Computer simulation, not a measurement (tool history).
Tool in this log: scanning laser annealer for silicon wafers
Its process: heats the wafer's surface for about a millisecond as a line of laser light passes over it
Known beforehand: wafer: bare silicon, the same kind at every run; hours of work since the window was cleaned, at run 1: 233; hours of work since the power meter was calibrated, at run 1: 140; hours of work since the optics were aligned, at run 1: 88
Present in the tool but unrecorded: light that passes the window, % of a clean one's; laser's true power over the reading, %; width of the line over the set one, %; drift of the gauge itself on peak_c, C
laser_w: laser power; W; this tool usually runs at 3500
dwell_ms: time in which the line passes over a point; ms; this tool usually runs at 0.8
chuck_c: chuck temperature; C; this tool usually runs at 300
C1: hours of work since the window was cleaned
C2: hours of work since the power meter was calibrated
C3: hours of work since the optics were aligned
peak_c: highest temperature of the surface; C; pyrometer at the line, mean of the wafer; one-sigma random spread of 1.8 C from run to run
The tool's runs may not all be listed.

run 1 hour=0 | laser_w=3500 dwell_ms=0.8 chuck_c=300 | C1=233 C2=140 C3=88 | peak_c=1029
run 2 hour=7.8 | laser_w=3500 dwell_ms=0.8 chuck_c=262 | C1=238 C2=145 C3=93 | peak_c=990
run 3 hour=13.9 | laser_w=3500 dwell_ms=0.8 chuck_c=261 | C1=242 C2=149 C3=96 | peak_c=989
run 4 hour=21.8 | laser_w=3500 dwell_ms=0.8 chuck_c=261 | C1=247 C2=154 C3=101 | peak_c=987
run 5 hour=28.1 | laser_w=3500 dwell_ms=0.8 chuck_c=261 | C1=251 C2=158 C3=105 | peak_c=988
run 6 hour=34.3 | laser_w=3500 dwell_ms=0.8 chuck_c=261 | C1=254 C2=161 C3=109 | peak_c=987
run 7 hour=41.6 | laser_w=3500 dwell_ms=0.8 chuck_c=261 | C1=259 C2=166 C3=114 | peak_c=987
run 8 hour=47.8 | laser_w=3500 dwell_ms=0.8 chuck_c=300 | C1=263 C2=170 C3=118 | peak_c=1024
run 9 hour=54.7 | laser_w=3500 dwell_ms=0.8 chuck_c=300 | C1=267 C2=174 C3=122 | peak_c=1025
run 10 hour=60.1 | laser_w=3500 dwell_ms=0.8 chuck_c=300 | C1=271 C2=178 C3=125 | peak_c=1026
run 11 hour=67.3 | laser_w=3500 dwell_ms=0.8 chuck_c=306 | C1=275 C2=182 C3=130 | peak_c=1031
run 12 hour=75.2 | laser_w=3500 dwell_ms=0.8 chuck_c=306 | C1=280 C2=187 C3=135 | peak_c=1033
run 13 hour=82.1 | laser_w=3500 dwell_ms=0.8 chuck_c=306 | C1=284 C2=191 C3=139 | peak_c=1034
run 14 hour=91.3 | laser_w=3500 dwell_ms=0.8 chuck_c=306 | C1=290 C2=197 C3=145 | peak_c=1030
run 15 hour=96.8 | laser_w=3415 dwell_ms=0.8 chuck_c=300 | C1=294 C2=201 C3=148 | peak_c=1006
run 16 hour=104.3 | laser_w=3500 dwell_ms=0.8 chuck_c=300 | C1=298 C2=205 C3=153 | peak_c=1025
run 17 hour=108.2 | laser_w=3500 dwell_ms=0.8 chuck_c=300 | C1=301 C2=208 C3=156 | peak_c=1025
run 18 hour=115.2 | laser_w=3500 dwell_ms=0.865 chuck_c=300 | C1=305 C2=212 C3=160 | peak_c=1048
run 19 hour=121.2 | laser_w=3500 dwell_ms=0.8 chuck_c=272 | C1=309 C2=216 C3=164 | peak_c=996
run 20 hour=128.6 | laser_w=3659 dwell_ms=0.8 chuck_c=300 | C1=314 C2=221 C3=168 | peak_c=1064
run 21 hour=137.3 | laser_w=3659 dwell_ms=0.8 chuck_c=300 | C1=319 C2=226 C3=174 | peak_c=1063
run 22 hour=146.3 | laser_w=3310 dwell_ms=0.68 chuck_c=262 | C1=325 C2=232 C3=179 | peak_c=897
run 23 hour=152.1 | laser_w=3310 dwell_ms=0.68 chuck_c=262 | C1=328 C2=235 C3=183 | peak_c=897
run 24 hour=159.8 | laser_w=3050 dwell_ms=0.889 chuck_c=335 | C1=333 C2=240 C3=188 | peak_c=981
run 25 hour=165.8 | laser_w=3050 dwell_ms=0.889 chuck_c=335 | C1=337 C2=244 C3=192 | peak_c=982
run 26 hour=169.8 | laser_w=3050 dwell_ms=0.889 chuck_c=335 | C1=339 C2=246 C3=194 | peak_c=980
run 27 hour=176.1 | laser_w=2995 dwell_ms=0.763 chuck_c=317 | C1=343 C2=250 C3=198 | peak_c=909
run 28 hour=182.3 | laser_w=2995 dwell_ms=0.763 chuck_c=317 | C1=347 C2=254 C3=202 | peak_c=910
run 29 hour=186.3 | laser_w=3436 dwell_ms=0.763 chuck_c=303 | C1=350 C2=257 C3=205 | peak_c=999
run 30 hour=192.3 | laser_w=3436 dwell_ms=0.763 chuck_c=303 | C1=354 C2=261 C3=208 | peak_c=999
run 31 hour=196.4 | laser_w=3058 dwell_ms=0.936 chuck_c=321 | C1=356 C2=263 C3=211 | peak_c=985
run 32 hour=201.6 | laser_w=3053 dwell_ms=0.855 chuck_c=306 | C1=359 C2=266 C3=214 | peak_c=945
run 33 hour=210.6 | laser_w=3565 dwell_ms=0.8 chuck_c=326 | C1=365 C2=272 C3=220 | peak_c=1065
run 34 hour=214.9 | laser_w=3565 dwell_ms=0.8 chuck_c=326 | C1=368 C2=275 C3=223 | peak_c=1066
run 35 hour=220.6 | laser_w=3565 dwell_ms=0.8 chuck_c=321 | C1=371 C2=278 C3=226 | peak_c=1058
run 36 hour=224.3 | laser_w=3565 dwell_ms=0.8 chuck_c=321 | C1=374 C2=281 C3=228 | peak_c=1058
run 37 hour=228.9 | laser_w=3565 dwell_ms=0.8 chuck_c=321 | C1=377 C2=284 C3=231 | peak_c=1054
run 38 hour=233.5 | laser_w=3565 dwell_ms=0.74 chuck_c=309 | C1=379 C2=286 C3=234 | peak_c=1023
run 39 hour=238.2 | laser_w=3847 dwell_ms=0.619 chuck_c=329 | C1=382 C2=289 C3=237 | peak_c=1047
run 40 hour=243.1 | laser_w=3847 dwell_ms=0.619 chuck_c=329 | C1=385 C2=293 C3=240 | peak_c=1049

Below, each run's measurement less what the same run would have read without the hidden state. Both values contain the same run-to-run variation, but the gauge's scatter may not be the same in both:
run=1 peak_c=-8
run=2 peak_c=-9
run=3 peak_c=-9
run=4 peak_c=-9
run=5 peak_c=-9
run=6 peak_c=-10
run=7 peak_c=-10
run=8 peak_c=-10
run=9 peak_c=-10
run=10 peak_c=-10
run=11 peak_c=-10
run=12 peak_c=-10
run=13 peak_c=-10
run=14 peak_c=-11
run=15 peak_c=-10
run=16 peak_c=-12
run=17 peak_c=-12
run=18 peak_c=-12
run=19 peak_c=-12
run=20 peak_c=-12
run=21 peak_c=-12
run=22 peak_c=-10
run=23 peak_c=-11
run=24 peak_c=-11
run=25 peak_c=-11
run=26 peak_c=-11
run=27 peak_c=-10
run=28 peak_c=-11
run=29 peak_c=-13
run=30 peak_c=-13
run=31 peak_c=-12
run=32 peak_c=-12
run=33 peak_c=-14
run=34 peak_c=-15
run=35 peak_c=-15
run=36 peak_c=-14
run=37 peak_c=-15
run=38 peak_c=-14
run=39 peak_c=-14
run=40 peak_c=-15

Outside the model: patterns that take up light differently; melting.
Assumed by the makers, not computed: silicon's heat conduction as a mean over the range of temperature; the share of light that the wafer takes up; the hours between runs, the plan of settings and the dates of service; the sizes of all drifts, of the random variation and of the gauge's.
